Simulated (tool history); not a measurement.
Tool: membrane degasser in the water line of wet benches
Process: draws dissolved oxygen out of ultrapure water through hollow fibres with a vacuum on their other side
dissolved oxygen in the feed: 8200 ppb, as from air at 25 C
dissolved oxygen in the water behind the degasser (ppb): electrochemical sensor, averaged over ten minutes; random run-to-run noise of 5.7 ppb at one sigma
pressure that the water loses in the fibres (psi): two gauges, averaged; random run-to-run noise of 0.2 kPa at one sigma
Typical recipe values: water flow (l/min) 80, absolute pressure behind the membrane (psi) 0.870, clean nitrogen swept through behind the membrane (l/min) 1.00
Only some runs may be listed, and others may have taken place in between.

run	hour	water flow (l/min)	absolute pressure behind the membrane (psi)	clean nitrogen swept through behind the membrane (l/min)	dissolved oxygen in the water behind the degasser (ppb)	pressure that the water loses in the fibres (psi)
1	0.0	80	0.870	1.00	591.6	6.820
2	233.6	80	0.870	1.00	596.6	6.857
3	379.7	80	1.298	1.00	926.6	6.859
4	540.5	80	0.640	1.00	409.3	6.859
5	748.8	63	0.870	1.00	430.5	5.427
6	872.0	80	0.870	0.87	646.2	6.843

Run 7 has not been measured yet. What should we expect?
# hour 946.1: seals of the vacuum lines changed
7	981.2	75	1.482	0.41	?	?

Run 7 measured dissolved oxygen in the water behind the degasser (ppb) 1535.1, pressure that the water loses in the fibres (psi) 6.451.
With the hidden condition absent and the run-to-run variation left alone, this run would have shown dissolved oxygen in the water behind the degasser (ppb) 1496.7, pressure that the water loses in the fibres (psi) 6.311.
